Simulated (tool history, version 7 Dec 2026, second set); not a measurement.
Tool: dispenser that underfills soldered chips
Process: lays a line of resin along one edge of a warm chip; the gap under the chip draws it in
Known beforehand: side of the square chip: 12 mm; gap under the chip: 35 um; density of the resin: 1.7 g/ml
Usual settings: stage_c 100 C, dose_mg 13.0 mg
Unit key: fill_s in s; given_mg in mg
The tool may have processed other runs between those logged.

run   hour  stage_c  dose_mg  fill_s  given_mg
  1    0.0      100     13.0    93.3     12.30
  2    4.0      100     13.0   112.3     12.12
  3    7.3      100     13.0   129.0     12.24
  4   10.6      100     13.0   146.5     12.16
  5   14.0      100     13.0   168.7     12.23
      16.7  -- new syringe of resin
  6   19.3       89     13.0   156.4     12.20
  7   25.4       89     11.3   208.9     10.49
  8   29.7       89     11.3   256.4     10.42
      33.7  -- new syringe of resin
  9   34.2      100     13.0    95.6     12.05
 10   38.7      100     12.4   116.4     11.46
 11   42.4      100     12.4   135.5     11.47
 12   46.4      100     12.4   161.0     11.40
 13   49.1      100     13.0   178.9     11.96
      50.9  -- new syringe of resin
 14   52.1      100     13.0    99.4     11.91
      53.5  -- dispensing valve cleaned and set on the balance
 15   58.3       91     15.9   166.6     15.63
 16   63.5      103     11.2   140.4     11.12
      68.9  -- new syringe of resin
 17   69.2      103     11.2    87.7     10.98
 18   75.4      103     11.2   114.7     11.02
 19   80.0      103     11.2   138.5     11.03
 20   82.7      103     15.4   147.5     15.06
      86.1  -- new syringe of resin
 21   86.4       95     13.0   111.6     12.75
 22   91.0      108     14.0    85.4     13.73
 23   96.3      108     14.0   104.8     13.89
 24  100.3      112     12.2   114.2     11.85
     103.2  -- new syringe of resin
 25  104.9      114     12.2    63.1     11.84
 26  108.1      114     12.2    74.4     11.86
 27  110.8       89     11.9   195.8     11.60

Each row is a separate what-if for the run after 27, all from the same tool condition, not one after another. Results?
  A  113.5      110     15.2       ?         ?
  B  113.5       93     12.9       ?         ?
  C  113.5      111     16.5       ?         ?
  D  113.5      111     15.3       ?         ?
  E  113.5      100     13.7       ?         ?

run  fill_s  given_mg
  A   101.2     14.72
  B   184.6     12.55
  C    95.7     16.01
  D    97.4     14.77
  E   143.1     13.18
What these runs would have given with no unlogged condition in the tool:
run  fill_s  given_mg
  A    63.4     15.21
  B   114.6     12.97
  C    59.5     16.54
  D    60.8     15.26
  E    89.1     13.62

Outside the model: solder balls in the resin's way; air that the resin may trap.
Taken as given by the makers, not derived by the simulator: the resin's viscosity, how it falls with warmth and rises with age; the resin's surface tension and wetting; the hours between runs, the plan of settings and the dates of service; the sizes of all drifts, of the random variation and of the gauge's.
